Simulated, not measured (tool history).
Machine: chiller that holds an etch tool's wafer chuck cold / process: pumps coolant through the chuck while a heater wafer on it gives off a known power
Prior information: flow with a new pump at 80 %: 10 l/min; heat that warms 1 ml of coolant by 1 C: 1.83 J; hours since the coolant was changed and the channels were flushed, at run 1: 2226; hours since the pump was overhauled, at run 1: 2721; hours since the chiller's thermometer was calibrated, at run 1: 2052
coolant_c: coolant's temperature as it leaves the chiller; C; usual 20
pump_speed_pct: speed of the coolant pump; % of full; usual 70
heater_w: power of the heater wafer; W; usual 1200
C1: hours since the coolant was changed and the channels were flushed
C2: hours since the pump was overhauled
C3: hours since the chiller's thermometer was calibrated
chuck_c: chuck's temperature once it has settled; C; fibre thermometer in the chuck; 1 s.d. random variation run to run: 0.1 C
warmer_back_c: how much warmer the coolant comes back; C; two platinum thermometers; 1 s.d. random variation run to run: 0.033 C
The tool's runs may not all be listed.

Run 1, hour 0: usual settings; C1 2226; C2 2721; C3 2052. Result: chuck_c 30.9 C, warmer_back_c 4.5 C.
Run 2, hour 99.1: usual settings but heater_w 1348 W; C1 2325; C2 2820; C3 2151. Result: chuck_c 32.2 C, warmer_back_c 5.01 C.
Run 3, hour 232.4: usual settings but heater_w 1348 W; C1 2458; C2 2953; C3 2285. Result: chuck_c 32.2 C, warmer_back_c 5.1 C.
Run 4, hour 413.8: usual settings but heater_w 1348 W; C1 2640; C2 3135; C3 2466. Result: chuck_c 32.3 C, warmer_back_c 5.05 C.
Run 5, hour 520.5: usual settings but heater_w 1348 W; C1 2746; C2 3241; C3 2573. Result: chuck_c 32.1 C, warmer_back_c 5.1 C.
Run 6, hour 606.3: usual settings but pump_speed_pct 77 % of full, heater_w 1348 W; C1 2832; C2 3327; C3 2658. Result: chuck_c 31.5 C, warmer_back_c 4.68 C.
Run 7, hour 784.9: usual settings but heater_w 841 W; C1 3011; C2 3506; C3 2837. Result: chuck_c 27.5 C, warmer_back_c 3.22 C.
Run 8, hour 876.8: usual settings but heater_w 841 W; C1 3103; C2 3598; C3 2929. Result: chuck_c 27.5 C, warmer_back_c 3.25 C.
Run 9, hour 988.4: usual settings but heater_w 735 W; C1 3214; C2 3709; C3 3040. Result: chuck_c 26.6 C, warmer_back_c 2.88 C.
Run 10, hour 1141.7: usual settings but heater_w 735 W; C1 3368; C2 3863; C3 3194. Result: chuck_c 26.6 C, warmer_back_c 2.9 C.
Run 11, hour 1265.2: usual settings but heater_w 735 W; C1 3491; C2 3986; C3 3317. Result: chuck_c 26.6 C, warmer_back_c 2.83 C.
Run 12, hour 1402.8: usual settings but heater_w 735 W; C1 3629; C2 4124; C3 3455. Result: chuck_c 26.7 C, warmer_back_c 2.93 C.
Run 13, hour 1492.4: usual settings but pump_speed_pct 83 % of full, heater_w 1624 W; C1 3718; C2 4213; C3 3544. Result: chuck_c 33.1 C, warmer_back_c 5.3 C.
Run 14, hour 1584.6: usual settings but pump_speed_pct 83 % of full, heater_w 1624 W; C1 3811; C2 4305; C3 3637. Result: chuck_c 33.1 C, warmer_back_c 5.22 C.
Run 15, hour 1739.8: usual settings but pump_speed_pct 65 % of full, heater_w 678 W; C1 3966; C2 4461; C3 3792. Result: chuck_c 26.4 C, warmer_back_c 2.9 C.
Run 16, hour 1908.3: usual settings but pump_speed_pct 68 % of full, heater_w 629 W; C1 4134; C2 4629; C3 3960. Result: chuck_c 25.7 C, warmer_back_c 2.61 C.
Run 17, hour 2040.3: usual settings but pump_speed_pct 68 % of full, heater_w 629 W; C1 4266; C2 4761; C3 4092. Result: chuck_c 25.8 C, warmer_back_c 2.66 C.

What does the tool deliver on the next run?
Run 18, hour 2188.5: usual settings but pump_speed_pct 68 % of full, heater_w 629 W; C1 4415; C2 4909; C3 4241. Result: chuck_c ?, warmer_back_c ?.

chuck_c: 25.7 C
warmer_back_c: 2.62 C
On a tool with no hidden condition, and with the same random variation, this run would have come out at chuck_c 25.7 C, warmer_back_c 2.39 C.
